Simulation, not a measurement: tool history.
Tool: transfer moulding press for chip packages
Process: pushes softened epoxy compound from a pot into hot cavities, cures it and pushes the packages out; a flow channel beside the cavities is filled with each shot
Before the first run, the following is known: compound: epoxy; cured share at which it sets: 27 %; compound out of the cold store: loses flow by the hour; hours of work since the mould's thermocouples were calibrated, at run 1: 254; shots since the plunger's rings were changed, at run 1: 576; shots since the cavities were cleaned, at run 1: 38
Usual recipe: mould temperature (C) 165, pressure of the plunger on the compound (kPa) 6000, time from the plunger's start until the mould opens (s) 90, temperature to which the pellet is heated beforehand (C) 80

run,hour,mould temperature (C),pressure of the plunger on the compound (kPa),time from the plunger's start until the mould opens (s),temperature to which the pellet is heated beforehand (C),hours of work since the mould's thermocouples were calibrated,shots since the plunger's rings were changed,shots since the cavities were cleaned,incoming compound's hours out of the cold store,length that the compound runs in the flow channel (mm),greatest force on the pins that push the packages out (N)
1,0,165,6000,90,80,254,576,38,17.5,731,362
2,13.5,165,6000,90,80,261,732,194,8.3,772,424
3,29,165,6000,90,80,270,913,375,27.6,667,453
4,36.1,165,6000,90,80,274,996,458,13.1,747,486
5,42.8,165,6000,90,80,277,1074,536,23.3,693,493
6,51.6,165,6000,90,80,282,1176,638,28.9,669,485
7,65.7,165,6000,90,80,290,1341,803,14.9,729,538
8,78.6,165,6000,90,80,297,1490,952,18.8,712,537
# hour 91: cavities cleaned with cleaning compound and waxed
9,91,163,6000,90,80,303,1618,0,21.2,700,367
10,103.7,165,6000,117,78,310,1765,147,33,642,310
11,110.2,159,6810,90,80,314,1841,223,41.1,650,568

Pick out some run-to-run changes in length that the compound runs in the flow channel (mm). Of each, how much would a tool without hidden state show as well, from the settings, what came in and chance, and how much is left for the hidden state and any gauge scatter not in both results compared?
Unlogged tool condition in this case: true mould temperature over the reading, C; pressure that reaches the compound, % of what is set; grip of the stained cavities, % over clean ones'; drift of the gauge itself on flow_mm, %; drift of the gauge itself on push_out_n, %.
Run 1 -> 2: settings left as they were, no log entry in between. length that the compound runs in the flow channel (mm) +41: hidden state -2, all else +43.
Run 2 -> 3: settings left as they were, no log entry in between. length that the compound runs in the flow channel (mm) -105: hidden state +0, all else -105.
